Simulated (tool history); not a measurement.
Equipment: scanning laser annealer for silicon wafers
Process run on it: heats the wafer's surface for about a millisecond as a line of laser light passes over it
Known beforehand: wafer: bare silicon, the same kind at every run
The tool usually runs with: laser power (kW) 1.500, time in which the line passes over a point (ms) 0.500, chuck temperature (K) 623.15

run	day	laser power (kW)	time in which the line passes over a point (ms)	chuck temperature (K)	highest temperature of the surface (K)
1	0.000	1.500	0.500	623.15	1322.15
2	0.542	1.500	0.500	623.15	1318.15
3	1.042	1.500	0.500	623.15	1315.15
4	1.662	1.500	0.500	623.15	1314.15
5	2.138	1.500	0.585	623.15	1369.15
6	2.729	1.500	0.585	623.15	1368.15
7	3.329	1.500	0.500	623.15	1316.15
8	4.446	1.500	0.500	623.15	1314.15
9	5.308	1.500	0.500	623.15	1316.15
10	6.025	1.500	0.500	596.15	1288.15
11	6.612	1.500	0.447	596.15	1251.15
12	7.267	1.500	0.500	623.15	1314.15
13	7.883	1.500	0.500	623.15	1314.15
# day 8.188: optics aligned, line set to its width
14	9.025	1.500	0.500	623.15	1312.15
15	9.675	1.500	0.500	623.15	1312.15
# day 10.075: optics aligned, line set to its width, once more
16	10.896	1.500	0.368	623.15	1222.15
17	11.417	1.500	0.500	641.15	1332.15
# day 11.929: window over the wafer cleaned
18	12.250	1.500	0.500	641.15	1356.15
19	12.988	1.497	0.585	602.15	1370.15
20	13.792	1.288	0.476	615.15	1212.15
21	14.821	1.500	0.607	659.15	1441.15
22	15.575	1.577	0.607	652.15	1476.15
23	16.333	1.577	0.607	652.15	1471.15
24	16.946	1.577	0.607	652.15	1476.15
25	17.467	1.577	0.607	652.15	1472.15
26	18.238	1.295	0.500	623.15	1234.15
27	19.083	1.500	0.393	637.15	1272.15
28	19.604	1.500	0.471	623.15	1311.15
29	20.250	1.403	0.446	627.15	1253.15
30	20.858	1.403	0.359	627.15	1197.15
31	21.688	1.628	0.438	660.15	1387.15
32	22.625	1.375	0.352	621.15	1174.15
33	23.100	1.375	0.352	621.15	1169.15

How would selected steps in highest temperature of the surface (K) from run to run divide? Give the signed amount a tool lacking its hidden state would still show from settings, what came in and random variation, and the signed amount left for the hidden state, including any gauge scatter that is not in both of the compared results.
What the log doesn't record here: light that passes the window, % of a clean one's; laser's true power over the reading, %; width of the line over the set one, %; drift of the gauge itself on peak_c, C.
Run 4 -> 5: time in which the line passes over a point (ms) 0.500 -> 0.585. highest temperature of the surface (K) +55.00: hidden state -2.00, all else +57.00.
Run 15 -> 16: time in which the line passes over a point (ms) 0.500 -> 0.368, optics aligned, line set to its width, once more. highest temperature of the surface (K) -90.00: hidden state +6.00, all else -96.00.
Run 17 -> 18: window over the wafer cleaned. highest temperature of the surface (K) +24.00: hidden state +23.00, all else +1.00.
Run 20 -> 21: laser power (kW) 1.288 -> 1.500, time in which the line passes over a point (ms) 0.476 -> 0.607, chuck temperature (K) 615.15 -> 659.15. highest temperature of the surface (K) +229.00: hidden state +0.00, all else +229.00.
Run 25 -> 26: laser power (kW) 1.577 -> 1.295, time in which the line passes over a point (ms) 0.607 -> 0.500, chuck temperature (K) 652.15 -> 623.15. highest temperature of the surface (K) -238.00: hidden state -1.00, all else -237.00.
Run 31 -> 32: laser power (kW) 1.628 -> 1.375, time in which the line passes over a point (ms) 0.438 -> 0.352, chuck temperature (K) 660.15 -> 621.15. highest temperature of the surface (K) -213.00: hidden state +1.00, all else -214.00.
